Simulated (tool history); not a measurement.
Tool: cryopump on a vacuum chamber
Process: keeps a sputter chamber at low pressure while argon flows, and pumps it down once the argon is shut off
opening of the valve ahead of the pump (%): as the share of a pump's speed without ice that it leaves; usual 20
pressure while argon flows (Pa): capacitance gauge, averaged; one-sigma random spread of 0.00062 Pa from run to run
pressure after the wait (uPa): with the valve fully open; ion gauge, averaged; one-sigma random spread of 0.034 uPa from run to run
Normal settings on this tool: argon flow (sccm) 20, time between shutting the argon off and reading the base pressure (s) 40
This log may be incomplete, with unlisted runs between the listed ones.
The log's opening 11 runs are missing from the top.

run	day	argon flow (sccm)	time between shutting the argon off and reading the base pressure (s)	opening of the valve ahead of the pump (%)	hours of work since the pump was warmed up and emptied	hours of work since the cold head was overhauled	hours of work since the chamber's fittings were tightened	pressure while argon flows (Pa)	pressure after the wait (uPa)
12	7.092	20	40	20	237	237	2383	0.0930	2.91
# day 7.746: leaking fittings of the chamber tightened, without venting
13	7.746	20	40	20	245	245	0	0.0934	1.82
14	8.462	20	40	20	254	254	9	0.0933	1.84
15	9.129	20	40	20	263	263	18	0.0937	1.83
16	9.796	20	40	20	272	272	27	0.0933	1.84
17	10.346	20	40	20	279	279	34	0.0943	1.90
18	10.817	10	268	49	286	286	41	0.0187	0.51
19	11.208	10	172	49	291	291	46	0.0199	0.61
20	11.571	10	172	49	296	296	51	0.0185	0.60
21	12.204	29	157	22	304	304	59	0.1225	0.65
22	13.042	34	40	39	315	315	70	0.0829	1.93
23	13.850	20	36	16	326	326	81	0.1166	2.07
24	14.579	20	36	16	336	336	90	0.1176	2.03
25	15.121	12	40	20	343	343	98	0.0568	1.84
26	15.975	10	153	16	354	354	109	0.0578	0.68
27	16.504	10	153	16	361	361	116	0.0582	0.68
28	17.262	22	33	27	371	371	126	0.0774	2.28
29	17.892	20	40	16	379	379	134	0.1176	1.87
30	18.312	20	40	16	385	385	140	0.1174	1.93
31	18.883	16	24	20	393	393	148	0.0749	3.02
32	19.467	16	24	20	400	400	155	0.0753	3.03
33	20.238	16	24	20	411	411	165	0.0747	3.07
34	21.050	37	40	34	421	421	176	0.1032	1.90

Alternative continuations, all from the tool just after run 34; predict every row:
A	21.900	27	32	20	433	433	188	?	?
B	21.900	24	40	34	433	433	188	?	?
C	21.900	19	197	53	433	433	188	?	?

run	pressure while argon flows (Pa)	pressure after the wait (uPa)
A	0.1270	2.37
B	0.0661	1.98
C	0.0351	0.66
The same runs, with their run-to-run variation unchanged, on a tool lacking any hidden condition would have given:
run	pressure while argon flows (Pa)	pressure after the wait (uPa)
A	0.1251	2.23
B	0.0644	1.84
C	0.0337	0.52
